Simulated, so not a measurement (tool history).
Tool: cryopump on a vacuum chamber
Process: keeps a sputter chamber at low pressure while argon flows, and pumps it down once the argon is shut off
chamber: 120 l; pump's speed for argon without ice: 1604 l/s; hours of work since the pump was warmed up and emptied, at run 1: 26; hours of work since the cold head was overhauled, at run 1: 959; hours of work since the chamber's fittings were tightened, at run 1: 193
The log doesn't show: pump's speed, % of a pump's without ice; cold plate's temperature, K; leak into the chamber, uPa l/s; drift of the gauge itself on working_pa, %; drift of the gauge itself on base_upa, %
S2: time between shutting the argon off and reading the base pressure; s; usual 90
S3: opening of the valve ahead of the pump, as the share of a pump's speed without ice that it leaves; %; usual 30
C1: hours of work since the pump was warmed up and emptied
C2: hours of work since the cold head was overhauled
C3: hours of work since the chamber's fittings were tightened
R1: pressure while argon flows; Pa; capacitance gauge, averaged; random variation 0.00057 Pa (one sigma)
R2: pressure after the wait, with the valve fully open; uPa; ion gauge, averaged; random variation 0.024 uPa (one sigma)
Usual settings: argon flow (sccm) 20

run 1 hour=0 | argon_flow_(sccm)=20 S2=90 S3=30 | C1=26 C2=959 C3=193 | R1=0.0706 R2=0.91
run 2 hour=43.4 | argon_flow_(sccm)=20 S2=90 S3=25 | C1=49 C2=982 C3=216 | R1=0.0849 R2=0.93
run 3 hour=132.7 | argon_flow_(sccm)=20 S2=90 S3=25 | C1=96 C2=1030 C3=263 | R1=0.0859 R2=0.95
run 4 hour=181 | argon_flow_(sccm)=20 S2=90 S3=25 | C1=122 C2=1056 C3=289 | R1=0.0857 R2=0.95
run 5 hour=270.1 | argon_flow_(sccm)=20 S2=90 S3=25 | C1=170 C2=1103 C3=337 | R1=0.0864 R2=0.98
run 6 hour=326.8 | argon_flow_(sccm)=20 S2=33 S3=30 | C1=200 C2=1133 C3=367 | R1=0.0726 R2=2.15
run 7 hour=410.4 | argon_flow_(sccm)=20 S2=33 S3=30 | C1=244 C2=1178 C3=411 | R1=0.0723 R2=2.21
run 8 hour=484.9 | argon_flow_(sccm)=28 S2=33 S3=30 | C1=284 C2=1218 C3=451 | R1=0.1035 R2=2.2
run 9 hour=537.7 | argon_flow_(sccm)=28 S2=33 S3=26 | C1=312 C2=1246 C3=479 | R1=0.1164 R2=2.18
run 10 hour=596.1 | argon_flow_(sccm)=28 S2=33 S3=26 | C1=343 C2=1277 C3=510 | R1=0.1193 R2=2.18
run 11 hour=670 | argon_flow_(sccm)=20 S2=90 S3=30 | C1=383 C2=1316 C3=550 | R1=0.0742 R2=1.04
run 12 hour=740.1 | argon_flow_(sccm)=20 S2=90 S3=30 | C1=420 C2=1354 C3=587 | R1=0.0733 R2=1.04
run 13 hour=779 | argon_flow_(sccm)=20 S2=90 S3=30 | C1=441 C2=1374 C3=608 | R1=0.075 R2=1.07
run 14 hour=850.1 | argon_flow_(sccm)=20 S2=90 S3=30 | C1=479 C2=1412 C3=646 | R1=0.076 R2=1.09
run 15 hour=939.4 | argon_flow_(sccm)=20 S2=90 S3=30 | C1=526 C2=1460 C3=693 | R1=0.075 R2=1.09
run 16 hour=981.5 | argon_flow_(sccm)=20 S2=90 S3=30 | C1=549 C2=1482 C3=716 | R1=0.0761 R2=1.12
run 17 hour=1024.6 | argon_flow_(sccm)=31 S2=90 S3=30 | C1=572 C2=1505 C3=739 | R1=0.118 R2=1.08
run 18 hour=1093.3 | argon_flow_(sccm)=27 S2=102 S3=30 | C1=608 C2=1542 C3=775 | R1=0.1034 R2=1.08
run 19 hour=1151.1 | argon_flow_(sccm)=26 S2=90 S3=27 | C1=639 C2=1573 C3=806 | R1=0.1106 R2=1.11
run 20 hour=1235.1 | argon_flow_(sccm)=20 S2=34 S3=30 | C1=684 C2=1617 C3=851 | R1=0.0783 R2=2.21
run 21 hour=1309.2 | argon_flow_(sccm)=37 S2=90 S3=30 | C1=723 C2=1657 C3=890 | R1=0.1453 R2=1.17
run 22 hour=1373.8 | argon_flow_(sccm)=20 S2=67 S3=30 | C1=758 C2=1691 C3=925 | R1=0.0789 R2=1.44
run 23 hour=1414.3 | argon_flow_(sccm)=20 S2=35 S3=18 | C1=779 C2=1713 C3=946 | R1=0.1258 R2=2.3
run 24 hour=1469.6 | argon_flow_(sccm)=20 S2=35 S3=18 | C1=809 C2=1742 C3=976 | R1=0.1263 R2=2.31
run 25 hour=1535.4 | argon_flow_(sccm)=20 S2=35 S3=18 | C1=844 C2=1777 C3=1011 | R1=0.1277 R2=2.34
run 26 hour=1599.5 | argon_flow_(sccm)=14 S2=27 S3=38 | C1=878 C2=1811 C3=1045 | R1=0.0468 R2=2.86
-- hour=1649.3 pump warmed up, emptied and cooled again
run 27 hour=1676 | argon_flow_(sccm)=14 S2=27 S3=38 | C1=14 C2=1849 C3=1083 | R1=0.0394 R2=2.68
run 28 hour=1750.8 | argon_flow_(sccm)=14 S2=27 S3=38 | C1=54 C2=1889 C3=1123 | R1=0.0389 R2=2.71
run 29 hour=1830.6 | argon_flow_(sccm)=30 S2=59 S3=53 | C1=97 C2=1932 C3=1165 | R1=0.0616 R2=1.45
run 30 hour=1895.6 | argon_flow_(sccm)=30 S2=59 S3=53 | C1=131 C2=1966 C3=1200 | R1=0.0622 R2=1.5
run 31 hour=1988.3 | argon_flow_(sccm)=9 S2=112 S3=44 | C1=181 C2=2016 C3=1249 | R1=0.0233 R2=0.95
run 32 hour=2032.8 | argon_flow_(sccm)=9 S2=112 S3=17 | C1=204 C2=2040 C3=1273 | R1=0.0558 R2=0.95
run 33 hour=2071 | argon_flow_(sccm)=19 S2=167 S3=30 | C1=225 C2=2060 C3=1293 | R1=0.0697 R2=0.82

5 ways to go on from here, each from the tool as it stands after run 33. What would each give?
run A hour=2161.3 | argon_flow_(sccm)=10 S2=167 S3=30 | C1=273 C2=2108 C3=1341 | R1=? R2=?
run B hour=2161.3 | argon_flow_(sccm)=12 S2=138 S3=30 | C1=273 C2=2108 C3=1341 | R1=? R2=?
run C hour=2161.3 | argon_flow_(sccm)=17 S2=90 S3=30 | C1=273 C2=2108 C3=1341 | R1=? R2=?
run D hour=2161.3 | argon_flow_(sccm)=32 S2=167 S3=16 | C1=273 C2=2108 C3=1341 | R1=? R2=?
run E hour=2161.3 | argon_flow_(sccm)=20 S2=90 S3=21 | C1=273 C2=2108 C3=1341 | R1=? R2=?

run=A R1=0.0358 R2=0.84
run=B R1=0.044 R2=0.95
run=C R1=0.0633 R2=1.2
run=D R1=0.2166 R2=0.82
run=E R1=0.1035 R2=1.21
Without the tool's hidden state the same runs would have given:
run=A R1=0.0344 R2=0.55
run=B R1=0.0423 R2=0.68
run=C R1=0.0609 R2=0.91
run=D R1=0.2121 R2=0.53
run=E R1=0.1007 R2=0.93
